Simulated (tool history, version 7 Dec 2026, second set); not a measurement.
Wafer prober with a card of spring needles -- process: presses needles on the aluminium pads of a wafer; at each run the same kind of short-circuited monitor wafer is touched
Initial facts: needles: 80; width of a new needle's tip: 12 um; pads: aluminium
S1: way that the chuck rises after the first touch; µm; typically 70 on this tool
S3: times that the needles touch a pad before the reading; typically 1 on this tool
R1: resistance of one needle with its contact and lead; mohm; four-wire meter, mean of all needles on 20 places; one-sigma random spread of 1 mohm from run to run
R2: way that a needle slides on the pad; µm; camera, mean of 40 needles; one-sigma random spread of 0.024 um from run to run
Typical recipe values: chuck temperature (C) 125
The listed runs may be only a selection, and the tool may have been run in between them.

Run 1, day 0.000: usual settings. Result: R1 215 mohm, R2 16.03 µm.
Run 2, day 0.292: usual settings. Result: R1 217 mohm, R2 16.12 µm.
Run 3, day 0.558: usual settings. Result: R1 215 mohm, R2 16.11 µm.
At day 0.650: tips cleaned on abrasive film.
Run 4, day 0.771: usual settings. Result: R1 215 mohm, R2 16.07 µm.
Run 5, day 1.208: usual settings. Result: R1 214 mohm, R2 16.06 µm.
At day 1.358: tips cleaned on abrasive film.
Run 6, day 1.475: usual settings. Result: R1 212 mohm, R2 16.08 µm.
Run 7, day 1.846: usual settings. Result: R1 214 mohm, R2 16.07 µm.
At day 2.071: tips cleaned on abrasive film.
Run 8, day 2.071: usual settings. Result: R1 215 mohm, R2 16.09 µm.
Run 9, day 2.362: usual settings. Result: R1 215 mohm, R2 16.11 µm.
Run 10, day 2.550: usual settings but S3 3. Result: R1 215 mohm, R2 16.07 µm.
At day 2.800: tips cleaned on abrasive film.
Run 11, day 2.825: usual settings. Result: R1 214 mohm, R2 16.10 µm.
Run 12, day 3.133: usual settings. Result: R1 214 mohm, R2 16.05 µm.
Run 13, day 3.408: usual settings. Result: R1 215 mohm, R2 16.10 µm.
At day 3.525: tips cleaned on abrasive film.
Run 14, day 3.712: usual settings. Result: R1 215 mohm, R2 16.08 µm.
Run 15, day 4.117: usual settings. Result: R1 215 mohm, R2 16.11 µm.
At day 4.246: tips cleaned on abrasive film.
Run 16, day 4.417: usual settings. Result: R1 213 mohm, R2 16.08 µm.
Run 17, day 4.729: usual settings but S1 83 µm, S3 3. Result: R1 214 mohm, R2 19.07 µm.
At day 4.958: tips cleaned on abrasive film.
Run 18, day 4.958: usual settings but S1 83 µm, S3 3. Result: R1 212 mohm, R2 19.07 µm.
Run 19, day 5.254: usual settings but S1 54 µm, chuck temperature (C) 88. Result: R1 211 mohm, R2 12.42 µm.
Run 20, day 5.562: usual settings but S1 90 µm, chuck temperature (C) 71. Result: R1 203 mohm, R2 20.64 µm.
At day 5.671: tips cleaned on abrasive film.
Run 21, day 5.838: usual settings but S1 55 µm, chuck temperature (C) 34, S3 3. Result: R1 198 mohm, R2 12.65 µm.
Run 22, day 6.104: usual settings but S1 51 µm, chuck temperature (C) 34, S3 2. Result: R1 198 mohm, R2 11.71 µm.
At day 6.404: tips cleaned on abrasive film.
Run 23, day 6.442: usual settings but S1 67 µm, chuck temperature (C) 46, S3 2. Result: R1 199 mohm, R2 15.38 µm.
At day 6.875: height of the first contact set anew.
Run 24, day 6.875: usual settings but S1 67 µm, chuck temperature (C) 46, S3 2. Result: R1 198 mohm, R2 15.39 µm.
At day 7.125: tips cleaned on abrasive film.
Run 25, day 7.125: usual settings but S1 61 µm, chuck temperature (C) 92, S3 2. Result: R1 208 mohm, R2 13.99 µm.
Run 26, day 7.396: usual settings but S1 61 µm, chuck temperature (C) 92, S3 2. Result: R1 209 mohm, R2 13.98 µm.
Run 27, day 7.592: usual settings but S1 61 µm, chuck temperature (C) 92, S3 2. Result: R1 210 mohm, R2 14.02 µm.
At day 7.833: tips cleaned on abrasive film.
Run 28, day 7.921: usual settings but S1 61 µm, chuck temperature (C) 92, S3 2. Result: R1 209 mohm, R2 14.05 µm.
Run 29, day 8.246: usual settings but S1 75 µm, chuck temperature (C) 92, S3 2. Result: R1 207 mohm, R2 17.22 µm.
At day 8.550: tips cleaned on abrasive film.
Run 30, day 8.683: usual settings but S1 63 µm, chuck temperature (C) 92. Result: R1 209 mohm, R2 14.47 µm.
Run 31, day 9.029: usual settings but S1 66 µm, chuck temperature (C) 60, S3 2. Result: R1 202 mohm, R2 15.19 µm.
At day 9.271: tips cleaned on abrasive film.
Run 32, day 9.288: usual settings but S1 66 µm, chuck temperature (C) 60, S3 2. Result: R1 201 mohm, R2 15.18 µm.

Predict each of these 4 candidate next runs independently; none follows another, all start after run 32:
Run A, day 9.525: usual settings but S1 50 µm, S3 3. Result: R1 ?, R2 ?.
Run B, day 9.525: usual settings but S1 51 µm, chuck temperature (C) 93, S3 2. Result: R1 ?, R2 ?.
Run C, day 9.525: usual settings but S1 77 µm, chuck temperature (C) 69, S3 2. Result: R1 ?, R2 ?.
Run D, day 9.525: usual settings but S1 81 µm, chuck temperature (C) 66. Result: R1 ?, R2 ?.

run   R1     R2
  A  219  11.47
  B  212  11.69
  C  202  17.71
  D  200  18.66
With the hidden condition removed and each run's random variation left untouched, the same runs would have given:
run   R1     R2
  A  219  11.48
  B  212  11.69
  C  202  17.72
  D  200  18.66

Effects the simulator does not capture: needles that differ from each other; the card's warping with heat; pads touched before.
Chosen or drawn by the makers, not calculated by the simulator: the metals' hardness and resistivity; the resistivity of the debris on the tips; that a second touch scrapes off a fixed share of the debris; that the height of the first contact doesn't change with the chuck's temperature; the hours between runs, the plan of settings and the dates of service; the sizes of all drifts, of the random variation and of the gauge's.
